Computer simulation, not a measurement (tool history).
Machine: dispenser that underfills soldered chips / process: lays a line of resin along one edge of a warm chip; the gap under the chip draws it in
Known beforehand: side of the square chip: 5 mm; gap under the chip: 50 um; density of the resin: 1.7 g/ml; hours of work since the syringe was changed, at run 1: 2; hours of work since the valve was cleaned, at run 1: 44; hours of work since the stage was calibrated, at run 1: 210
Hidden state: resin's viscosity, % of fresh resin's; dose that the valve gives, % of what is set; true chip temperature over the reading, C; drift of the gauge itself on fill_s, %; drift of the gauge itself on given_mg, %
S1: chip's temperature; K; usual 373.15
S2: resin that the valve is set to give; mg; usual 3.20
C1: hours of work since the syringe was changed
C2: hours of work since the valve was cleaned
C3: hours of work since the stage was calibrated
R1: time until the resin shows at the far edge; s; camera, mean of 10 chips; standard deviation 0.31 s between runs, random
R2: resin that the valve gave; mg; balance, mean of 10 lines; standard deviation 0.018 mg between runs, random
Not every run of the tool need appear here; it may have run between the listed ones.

run    day      S1    S2  C1  C2   C3    R1    R2
  1  0.000  373.15  3.20   2  44  210  10.1  3.07
  2  0.196  373.15  3.20   5  47  213  14.0  3.08
     0.304  -- new syringe of resin
  3  0.467  373.15  3.20   3  52  218  11.0  3.07
  4  0.654  373.15  3.20   7  56  222  15.6  3.06
     0.708  -- new syringe of resin
  5  0.808  373.15  3.20   2  58  224   9.8  3.07
  6  0.979  373.15  3.84   5  62  228  13.3  3.66
     1.112  -- new syringe of resin
  7  1.254  360.15  3.84   3  67  233  18.3  3.64
  8  1.458  361.15  3.20   7  70  236  24.0  3.02
     1.504  -- new syringe of resin
  9  1.629  380.15  3.20   2  74  239   8.5  2.99
 10  1.871  374.15  3.20   7  78  244  14.6  3.01
     1.900  -- new syringe of resin
 11  2.146  373.15  3.20   5  83  249  12.7  3.02
     2.288  -- new syringe of resin
 12  2.329  373.15  3.85   1  86  252   9.3  3.61
 13  2.488  373.15  3.85   4  89  255  11.5  3.57
     2.546  -- dispensing valve cleaned and set on the balance
     2.721  -- new syringe of resin
 14  2.783  373.15  3.20   1   4  260   9.7  3.13
 15  2.900  373.15  3.20   3   6  262  11.5  3.16
 16  3.075  373.15  3.44   7  10  265  16.3  3.41
     3.112  -- new syringe of resin
 17  3.246  373.15  3.44   3  13  268  10.5  3.40
 18  3.383  360.15  3.20   5  15  271  22.8  3.16
     3.496  -- new syringe of resin
 19  3.625  371.15  3.20   2  20  275  11.7  3.14
 20  3.779  371.15  3.20   5  23  278  14.8  3.17
     3.883  -- new syringe of resin
 21  3.958  376.15  2.82   1  26  281   8.7  2.73
 22  4.088  379.15  3.23   4  28  283   9.8  3.11
     4.271  -- new syringe of resin
 23  4.346  382.15  3.51   1  33  288   7.3  3.42
 24  4.567  382.15  4.00   6  37  292  10.6  3.88
     4.658  -- new syringe of resin
 25  4.796  361.15  3.03   3  41  296  17.2  2.99
 26  5.017  384.15  3.03   7  45  301  10.0  2.93
     5.050  -- new syringe of resin
 27  5.275  384.15  3.03   4  50  305   8.3  2.92
     5.438  -- new syringe of resin
 28  5.471  361.15  2.82   1  53  309  15.4  2.68
 29  5.621  387.15  3.10   3  56  311   7.4  2.95
 30  5.800  387.15  3.10   7  59  315   9.8  2.96
     5.829  -- new syringe of resin
 31  5.925  373.15  3.92   2  62  317   9.7  3.74
 32  6.108  373.15  3.92   5  65  320  13.3  3.71
     6.217  -- new syringe of resin
 33  6.275  373.15  3.92   1  68  323   9.2  3.72
 34  6.450  373.15  3.20   4  71  327  12.7  3.04
 35  6.567  387.15  3.36   7  73  329   8.8  3.20

Difference, measured minus no-hidden-state, one row per run. Run-to-run variation is common to both terms; the gauge's own scatter need not be:
run     R1     R2
  1   +1.8  -0.11
  2   +5.5  -0.11
  3   +2.9  -0.13
  4   +7.0  -0.14
  5   +1.9  -0.14
  6   +4.9  -0.18
  7   +4.3  -0.19
  8  +11.2  -0.17
  9   +2.0  -0.18
 10   +7.5  -0.18
 11   +4.8  -0.20
 12   +0.9  -0.25
 13   +3.6  -0.25
 14   +1.4  -0.02
 15   +3.5  -0.02
 16   +7.4  -0.03
 17   +2.5  -0.04
 18   +9.0  -0.04
 19   +2.8  -0.05
 20   +6.1  -0.06
 21   +1.4  -0.06
 22   +3.0  -0.07
 23   +1.2  -0.09
 24   +4.2  -0.12
 25   +4.3  -0.09
 26   +4.8  -0.10
 27   +2.9  -0.11
 28   +1.8  -0.11
 29   +2.2  -0.13
 30   +4.7  -0.13
 31   +1.8  -0.18
 32   +5.4  -0.19
 33   +1.2  -0.19
 34   +4.4  -0.17
 35   +4.2  -0.18
